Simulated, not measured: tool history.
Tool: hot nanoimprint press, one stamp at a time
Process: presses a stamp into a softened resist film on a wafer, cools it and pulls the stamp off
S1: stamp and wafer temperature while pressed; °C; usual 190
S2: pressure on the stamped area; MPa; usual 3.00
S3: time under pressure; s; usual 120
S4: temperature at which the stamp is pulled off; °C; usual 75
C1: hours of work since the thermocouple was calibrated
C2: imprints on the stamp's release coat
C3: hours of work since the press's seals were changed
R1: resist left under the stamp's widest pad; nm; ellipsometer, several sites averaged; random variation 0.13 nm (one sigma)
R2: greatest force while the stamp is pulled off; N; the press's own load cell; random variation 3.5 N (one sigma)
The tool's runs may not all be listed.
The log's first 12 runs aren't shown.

run   hour   S1    S2   S3  S4   C1    C2   C3     R1   R2
 13   80.3  184  3.00  172  75  223   904  192  136.1  216
 14   88.8  184  3.00  172  75  227   918  196  135.8  223
 15   97.7  184  3.00  172  75  231   934  200  135.9  221
 16  103.7  184  3.00  172  75  234   944  203  136.2  212
 17  107.8  183  3.36  108  71  236   951  205  151.8  226
 18  116.4  183  3.36  108  71  240   966  209  151.9  235
 19  123.6  183  3.36  108  71  243   979  213  151.8  238
 20  128.6  183  3.36  108  71  246   987  215  151.6  234
 21  134.8  183  3.36  108  71  248   998  218  151.9  234
 22  141.2  190  2.36  188  80  252  1009  221  123.9  202
     151.1  -- plate thermocouple calibrated
 23  153.5  190  3.00   88  66    1  1025  225  140.7  252
 24  157.5  188  3.14   88  70    3  1032  227  145.9  238
 25  165.6  190  2.54  120  75    7  1046  231  140.0  222

The next listed run, before its measurement:
 26  172.2  190  4.72  120  78  10  1058  234   ?   ?

{"run 26": {"R1": 100.1, "R2": 215}}
Without the tool's hidden state the same run would have given R1 99.7 nm, R2 191 N.

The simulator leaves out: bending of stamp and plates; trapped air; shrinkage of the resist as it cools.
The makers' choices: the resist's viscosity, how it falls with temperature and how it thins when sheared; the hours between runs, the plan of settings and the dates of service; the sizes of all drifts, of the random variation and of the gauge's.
